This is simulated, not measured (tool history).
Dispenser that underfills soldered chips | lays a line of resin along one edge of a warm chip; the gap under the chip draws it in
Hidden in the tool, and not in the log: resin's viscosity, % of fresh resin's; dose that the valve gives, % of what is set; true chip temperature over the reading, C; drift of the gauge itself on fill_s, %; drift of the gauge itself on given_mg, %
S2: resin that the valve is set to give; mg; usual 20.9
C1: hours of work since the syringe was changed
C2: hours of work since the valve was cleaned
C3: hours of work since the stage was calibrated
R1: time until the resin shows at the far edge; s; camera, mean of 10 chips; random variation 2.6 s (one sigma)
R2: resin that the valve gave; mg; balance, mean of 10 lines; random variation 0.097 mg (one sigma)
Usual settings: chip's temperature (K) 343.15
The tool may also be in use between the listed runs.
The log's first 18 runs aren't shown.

-- hour=154.2 new syringe of resin
run 19 hour=160.6 | chip's_temperature_(K)=353.15 S2=20.8 | C1=4 C2=104 C3=307 | R1=212.8 R2=19.51
-- hour=163.5 dispensing valve cleaned and set on the balance
-- hour=169.3 new syringe of resin
run 20 hour=169.6 | chip's_temperature_(K)=353.15 S2=20.8 | C1=0 C2=4 C3=312 | R1=165.7 R2=20.74
run 21 hour=177.8 | chip's_temperature_(K)=333.15 S2=22.0 | C1=5 C2=9 C3=317 | R1=641.2 R2=21.84
-- hour=183.2 new syringe of resin
run 22 hour=184.9 | chip's_temperature_(K)=330.15 S2=22.1 | C1=1 C2=13 C3=321 | R1=570.4 R2=21.87
run 23 hour=192.2 | chip's_temperature_(K)=339.15 S2=19.1 | C1=6 C2=18 C3=326 | R1=495.9 R2=18.83
-- hour=197.5 new syringe of resin
run 24 hour=199.9 | chip's_temperature_(K)=355.15 S2=22.4 | C1=2 C2=22 C3=330 | R1=161.2 R2=22.14
-- hour=211.1 new syringe of resin
run 25 hour=213.8 | chip's_temperature_(K)=355.15 S2=23.5 | C1=2 C2=31 C3=339 | R1=162.3 R2=23.07
run 26 hour=222.2 | chip's_temperature_(K)=343.15 S2=19.4 | C1=7 C2=36 C3=344 | R1=444.0 R2=19.04
-- hour=225.1 new syringe of resin
run 27 hour=228.5 | chip's_temperature_(K)=332.15 S2=19.7 | C1=2 C2=40 C3=348 | R1=553.4 R2=19.17
-- hour=238.6 new syringe of resin
run 28 hour=240.8 | chip's_temperature_(K)=332.15 S2=19.7 | C1=1 C2=48 C3=356 | R1=537.3 R2=19.13
run 29 hour=246.5 | chip's_temperature_(K)=332.15 S2=19.7 | C1=5 C2=51 C3=359 | R1=681.0 R2=19.05
-- hour=252.9 new syringe of resin
run 30 hour=255.1 | chip's_temperature_(K)=344.15 S2=20.9 | C1=1 C2=57 C3=364 | R1=285.4 R2=20.03
run 31 hour=265.1 | chip's_temperature_(K)=346.15 S2=22.7 | C1=8 C2=63 C3=371 | R1=394.1 R2=21.88
-- hour=266.6 new syringe of resin
run 32 hour=272.0 | chip's_temperature_(K)=346.15 S2=22.7 | C1=3 C2=67 C3=375 | R1=285.2 R2=21.67
-- hour=280.0 new syringe of resin
run 33 hour=280.0 | chip's_temperature_(K)=346.15 S2=22.7 | C1=0 C2=72 C3=380 | R1=227.3 R2=21.90
run 34 hour=291.1 | chip's_temperature_(K)=328.15 S2=23.7 | C1=7 C2=79 C3=387 | R1=947.5 R2=22.65
-- hour=293.9 new syringe of resin
run 35 hour=299.8 | chip's_temperature_(K)=332.15 S2=21.3 | C1=4 C2=84 C3=392 | R1=622.6 R2=20.16

4 ways to go on from here, each from the tool as it stands after run 35. What would each give?
-- hour=307.7 new syringe of resin
run A hour=313.4 | chip's_temperature_(K)=358.15 S2=26.4 | C1=4 C2=93 C3=401 | R1=? R2=?
-- hour=307.7 new syringe of resin
run B hour=313.4 | chip's_temperature_(K)=345.15 S2=25.2 | C1=4 C2=93 C3=401 | R1=? R2=?
-- hour=307.7 new syringe of resin
run C hour=313.4 | chip's_temperature_(K)=343.15 S2=19.6 | C1=4 C2=93 C3=401 | R1=? R2=?
-- hour=307.7 new syringe of resin
run D hour=313.4 | chip's_temperature_(K)=350.15 S2=24.9 | C1=4 C2=93 C3=401 | R1=? R2=?

run=A R1=159.1 R2=24.90
run=B R1=305.5 R2=23.70
run=C R1=350.2 R2=18.40
run=D R1=241.2 R2=23.58
Without the tool's hidden state the same runs would have given:
run=A R1=118.6 R2=26.38
run=B R1=226.7 R2=25.10
run=C R1=257.5 R2=19.50
run=D R1=179.2 R2=24.97
